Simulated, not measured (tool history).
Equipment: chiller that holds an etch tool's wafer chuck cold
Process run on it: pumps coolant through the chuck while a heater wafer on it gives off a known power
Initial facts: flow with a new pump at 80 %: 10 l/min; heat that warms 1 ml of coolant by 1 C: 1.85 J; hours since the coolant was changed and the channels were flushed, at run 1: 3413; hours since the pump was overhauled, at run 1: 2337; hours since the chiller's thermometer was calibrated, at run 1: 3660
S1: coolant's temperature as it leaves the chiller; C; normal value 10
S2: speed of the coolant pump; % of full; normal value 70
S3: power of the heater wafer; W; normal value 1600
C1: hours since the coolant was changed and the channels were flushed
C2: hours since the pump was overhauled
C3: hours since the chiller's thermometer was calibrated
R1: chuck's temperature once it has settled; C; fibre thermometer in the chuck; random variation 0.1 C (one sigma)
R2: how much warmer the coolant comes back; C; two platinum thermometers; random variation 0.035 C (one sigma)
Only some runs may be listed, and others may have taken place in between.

run 1 day=0 | S1=10 S2=70 S3=1600 | C1=3413 C2=2337 C3=3660 | R1=27.1 R2=6.39
run 2 day=3.762 | S1=12 S2=70 S3=1600 | C1=3503 C2=2427 C3=3751 | R1=29.1 R2=6.44
run 3 day=5.721 | S1=10 S2=70 S3=1600 | C1=3550 C2=2474 C3=3798 | R1=27.2 R2=6.48
run 4 day=8.3 | S1=10 S2=70 S3=1600 | C1=3612 C2=2536 C3=3860 | R1=27.4 R2=6.46
run 5 day=11.204 | S1=10 S2=95 S3=1600 | C1=3681 C2=2606 C3=3929 | R1=24.4 R2=4.69
run 6 day=14.108 | S1=10 S2=95 S3=1600 | C1=3751 C2=2676 C3=3999 | R1=24.6 R2=4.75
run 7 day=17.362 | S1=10 S2=70 S3=1600 | C1=3829 C2=2754 C3=4077 | R1=27.5 R2=6.47
run 8 day=19.762 | S1=10 S2=62 S3=1600 | C1=3887 C2=2811 C3=4135 | R1=28.6 R2=7.4
run 9 day=22.204 | S1=10 S2=62 S3=1600 | C1=3945 C2=2870 C3=4193 | R1=28.8 R2=7.34
run 10 day=25.558 | S1=15 S2=70 S3=1600 | C1=4026 C2=2950 C3=4274 | R1=32.7 R2=6.48
run 11 day=29.329 | S1=15 S2=70 S3=1600 | C1=4116 C2=3041 C3=4364 | R1=32.6 R2=6.54
run 12 day=32.054 | S1=15 S2=70 S3=1600 | C1=4182 C2=3106 C3=4430 | R1=32.6 R2=6.57
run 13 day=35.9 | S1=10 S2=70 S3=1600 | C1=4274 C2=3199 C3=4522 | R1=27.7 R2=6.63
run 14 day=37.825 | S1=10 S2=70 S3=856 | C1=4320 C2=3245 C3=4568 | R1=19.3 R2=3.55
run 15 day=40.154 | S1=8 S2=70 S3=856 | C1=4376 C2=3301 C3=4624 | R1=17.1 R2=3.6
run 16 day=42.592 | S1=8 S2=70 S3=856 | C1=4435 C2=3359 C3=4683 | R1=17.2 R2=3.52
-- day=43.179 chiller's thermometer calibrated
run 17 day=46.262 | S1=8 S2=70 S3=856 | C1=4522 C2=3446 C3=74 | R1=18.2 R2=3.52
run 18 day=49.533 | S1=10 S2=87 S3=1522 | C1=4600 C2=3525 C3=153 | R1=25.8 R2=5.07
run 19 day=51.888 | S1=10 S2=87 S3=1522 | C1=4657 C2=3581 C3=209 | R1=25.8 R2=5.15
run 20 day=54.862 | S1=12 S2=87 S3=1522 | C1=4728 C2=3653 C3=280 | R1=28 R2=5.04
run 21 day=56.792 | S1=10 S2=65 S3=1530 | C1=4775 C2=3699 C3=327 | R1=28.8 R2=6.89
run 22 day=58.879 | S1=1 S2=70 S3=1012 | C1=4825 C2=3749 C3=377 | R1=13 R2=4.26
-- day=61.088 coolant changed, channels flushed
run 23 day=61.996 | S1=10 S2=78 S3=1600 | C1=22 C2=3818 C3=446 | R1=25.6 R2=6
run 24 day=64.942 | S1=10 S2=78 S3=1600 | C1=93 C2=3889 C3=516 | R1=25.8 R2=6.09
run 25 day=68.383 | S1=3 S2=67 S3=1600 | C1=175 C2=3971 C3=599 | R1=20.4 R2=7.13
run 26 day=71.729 | S1=3 S2=67 S3=1892 | C1=255 C2=4051 C3=679 | R1=23.6 R2=8.44
run 27 day=74.05 | S1=1 S2=78 S3=2311 | C1=311 C2=4107 C3=735 | R1=24 R2=8.79
run 28 day=77.254 | S1=16 S2=74 S3=1600 | C1=388 C2=4184 C3=812 | R1=32.3 R2=6.43
run 29 day=80.733 | S1=13 S2=83 S3=1600 | C1=472 C2=4268 C3=895 | R1=28.6 R2=5.79
run 30 day=83.367 | S1=13 S2=83 S3=1206 | C1=535 C2=4331 C3=958 | R1=24.7 R2=4.35
run 31 day=85.917 | S1=10 S2=70 S3=2346 | C1=596 C2=4392 C3=1020 | R1=35.1 R2=10.09

Alternative continuations, all from the tool just after run 31; predict every row:
run A day=89.688 | S1=18 S2=61 S3=1510 | C1=686 C2=4482 C3=1110 | R1=? R2=?
run B day=89.688 | S1=10 S2=70 S3=1218 | C1=686 C2=4482 C3=1110 | R1=? R2=?
run C day=89.688 | S1=10 S2=62 S3=2346 | C1=686 C2=4482 C3=1110 | R1=? R2=?

run=A R1=35.5 R2=7.45
run=B R1=23.1 R2=5.23
run=C R1=37.1 R2=11.48
With no hidden state in the tool, these same runs would have given:
run=A R1=33.9 R2=6.41
run=B R1=22 R2=4.49
run=C R1=34.6 R2=9.88
